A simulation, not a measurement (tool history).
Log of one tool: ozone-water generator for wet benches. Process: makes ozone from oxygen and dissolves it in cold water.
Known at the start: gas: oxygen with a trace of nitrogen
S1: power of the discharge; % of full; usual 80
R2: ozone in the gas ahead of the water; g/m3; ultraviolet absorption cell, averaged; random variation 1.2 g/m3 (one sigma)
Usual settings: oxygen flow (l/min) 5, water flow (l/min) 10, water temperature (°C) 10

{"run": 1, "hour": 0.0, "S1": 80, "oxygen flow (l/min)": 5, "water flow (l/min)": 10, "water temperature (°C)": 10, "dissolved ozone (ppm)": 42.8, "R2": 221.2}
{"run": 2, "hour": 43.5, "S1": 80, "oxygen flow (l/min)": 5, "water flow (l/min)": 10, "water temperature (°C)": 10, "dissolved ozone (ppm)": 42.5, "R2": 221.5}
{"run": 3, "hour": 69.6, "S1": 80, "oxygen flow (l/min)": 5, "water flow (l/min)": 10, "water temperature (°C)": 10, "dissolved ozone (ppm)": 43, "R2": 221.8}
{"run": 4, "hour": 103.1, "S1": 80, "oxygen flow (l/min)": 5, "water flow (l/min)": 10, "water temperature (°C)": 10, "dissolved ozone (ppm)": 42.8, "R2": 217.9}
{"run": 5, "hour": 140.1, "S1": 80, "oxygen flow (l/min)": 6.86, "water flow (l/min)": 10, "water temperature (°C)": 10, "dissolved ozone (ppm)": 44, "R2": 198.4}
{"run": 6, "hour": 164.9, "S1": 80, "oxygen flow (l/min)": 5, "water flow (l/min)": 10, "water temperature (°C)": 5, "dissolved ozone (ppm)": 46, "R2": 219.2}
{"run": 7, "hour": 200.1, "S1": 80, "oxygen flow (l/min)": 5, "water flow (l/min)": 10, "water temperature (°C)": 5, "dissolved ozone (ppm)": 47.4, "R2": 220.5}
{"run": 8, "hour": 224.2, "S1": 80, "oxygen flow (l/min)": 5, "water flow (l/min)": 10, "water temperature (°C)": 5, "dissolved ozone (ppm)": 46.4, "R2": 217.3}
{"run": 9, "hour": 253.9, "S1": 55, "oxygen flow (l/min)": 5, "water flow (l/min)": 10, "water temperature (°C)": 10, "dissolved ozone (ppm)": 33.6, "R2": 175.2}
{"run": 10, "hour": 283.0, "S1": 51, "oxygen flow (l/min)": 5, "water flow (l/min)": 10, "water temperature (°C)": 10, "dissolved ozone (ppm)": 32, "R2": 164.7}
{"run": 11, "hour": 320.9, "S1": 51, "oxygen flow (l/min)": 5, "water flow (l/min)": 10, "water temperature (°C)": 10, "dissolved ozone (ppm)": 32.8, "R2": 167}
{"run": 12, "hour": 360.5, "S1": 51, "oxygen flow (l/min)": 5, "water flow (l/min)": 10, "water temperature (°C)": 10, "dissolved ozone (ppm)": 32.3, "R2": 166.7}
{"run": 13, "hour": 408.8, "S1": 51, "oxygen flow (l/min)": 5, "water flow (l/min)": 10, "water temperature (°C)": 10, "dissolved ozone (ppm)": 32.4, "R2": 165.2}
{"run": 14, "hour": 465.3, "S1": 51, "oxygen flow (l/min)": 5, "water flow (l/min)": 10, "water temperature (°C)": 10, "dissolved ozone (ppm)": 32.7, "R2": 166.2}
{"run": 15, "hour": 497.5, "S1": 80, "oxygen flow (l/min)": 5, "water flow (l/min)": 14, "water temperature (°C)": 10, "dissolved ozone (ppm)": 34.4, "R2": 221.2}
{"run": 16, "hour": 552.7, "S1": 80, "oxygen flow (l/min)": 5, "water flow (l/min)": 14, "water temperature (°C)": 10, "dissolved ozone (ppm)": 34.2, "R2": 220.7}
{"run": 17, "hour": 584.8, "S1": 82, "oxygen flow (l/min)": 6.23, "water flow (l/min)": 13, "water temperature (°C)": 11, "dissolved ozone (ppm)": 37.1, "R2": 207.4}
{"run": 18, "hour": 610.6, "S1": 44, "oxygen flow (l/min)": 3.55, "water flow (l/min)": 9, "water temperature (°C)": 7, "dissolved ozone (ppm)": 31.3, "R2": 170.1}
{"run": 19, "hour": 660.6, "S1": 44, "oxygen flow (l/min)": 3.55, "water flow (l/min)": 9, "water temperature (°C)": 7, "dissolved ozone (ppm)": 31.2, "R2": 169.1}
{"run": 20, "hour": 696.1, "S1": 44, "oxygen flow (l/min)": 2.61, "water flow (l/min)": 9, "water temperature (°C)": 7, "dissolved ozone (ppm)": 29.2, "R2": 188.6}
{"run": 21, "hour": 738.5, "S1": 44, "oxygen flow (l/min)": 2.61, "water flow (l/min)": 14, "water temperature (°C)": 7, "dissolved ozone (ppm)": 20.3, "R2": 186.6}
{"run": 22, "hour": 783.3, "S1": 65, "oxygen flow (l/min)": 3.94, "water flow (l/min)": 8, "water temperature (°C)": 10, "dissolved ozone (ppm)": 41.4, "R2": 209.5}
{"run": 23, "hour": 807.8, "S1": 65, "oxygen flow (l/min)": 3.94, "water flow (l/min)": 8, "water temperature (°C)": 10, "dissolved ozone (ppm)": 41.7, "R2": 209.4}
{"run": 24, "hour": 862.6, "S1": 80, "oxygen flow (l/min)": 5, "water flow (l/min)": 8, "water temperature (°C)": 10, "dissolved ozone (ppm)": 48.2, "R2": 218.6}
{"run": 25, "hour": 920.0, "S1": 42, "oxygen flow (l/min)": 5, "water flow (l/min)": 12, "water temperature (°C)": 10, "dissolved ozone (ppm)": 25.9, "R2": 145.3}
{"run": 26, "hour": 947.4, "S1": 42, "oxygen flow (l/min)": 5, "water flow (l/min)": 14, "water temperature (°C)": 5, "dissolved ozone (ppm)": 24.5, "R2": 149}
{"run": 27, "hour": 1003.5, "S1": 48, "oxygen flow (l/min)": 5, "water flow (l/min)": 10, "water temperature (°C)": 14, "dissolved ozone (ppm)": 29, "R2": 160.1}
{"run": 28, "hour": 1045.4, "S1": 61, "oxygen flow (l/min)": 2.79, "water flow (l/min)": 8, "water temperature (°C)": 17, "dissolved ozone (ppm)": 34, "R2": 225.1}
{"run": 29, "hour": 1098.7, "S1": 61, "oxygen flow (l/min)": 2.79, "water flow (l/min)": 8, "water temperature (°C)": 17, "dissolved ozone (ppm)": 34, "R2": 225.8}
{"run": 30, "hour": 1123.4, "S1": 74, "oxygen flow (l/min)": 3.95, "water flow (l/min)": 10, "water temperature (°C)": 15, "dissolved ozone (ppm)": 36.4, "R2": 226.5}
{"run": 31, "hour": 1155.7, "S1": 80, "oxygen flow (l/min)": 5, "water flow (l/min)": 10, "water temperature (°C)": 11, "dissolved ozone (ppm)": 41.7, "R2": 220.3}
{"run": 32, "hour": 1189.4, "S1": 57, "oxygen flow (l/min)": 5, "water flow (l/min)": 9, "water temperature (°C)": 11, "dissolved ozone (ppm)": 36.3, "R2": 178.3}

4 ways to go on from here, each from the tool as it stands after run 32. What would each give?
{"run": "A", "hour": 1223.3, "S1": 80, "oxygen flow (l/min)": 5, "water flow (l/min)": 10, "water temperature (°C)": 10, "dissolved ozone (ppm)": "?", "R2": "?"}
{"run": "B", "hour": 1223.3, "S1": 80, "oxygen flow (l/min)": 5, "water flow (l/min)": 10, "water temperature (°C)": 13, "dissolved ozone (ppm)": "?", "R2": "?"}
{"run": "C", "hour": 1223.3, "S1": 80, "oxygen flow (l/min)": 5.95, "water flow (l/min)": 7, "water temperature (°C)": 12, "dissolved ozone (ppm)": "?", "R2": "?"}
{"run": "D", "hour": 1223.3, "S1": 81, "oxygen flow (l/min)": 3.01, "water flow (l/min)": 10, "water temperature (°C)": 10, "dissolved ozone (ppm)": "?", "R2": "?"}

run=A dissolved_ozone_(ppm)=42.7 R2=220.7
run=B dissolved_ozone_(ppm)=39.9 R2=220.5
run=C dissolved_ozone_(ppm)=49.6 R2=205.2
run=D dissolved_ozone_(ppm)=39.1 R2=263
Without the tool's hidden state the same runs would have given:
run=A dissolved_ozone_(ppm)=42.7 R2=220.9
run=B dissolved_ozone_(ppm)=39.9 R2=220.7
run=C dissolved_ozone_(ppm)=49.6 R2=205.4
run=D dissolved_ozone_(ppm)=39.2 R2=263.2
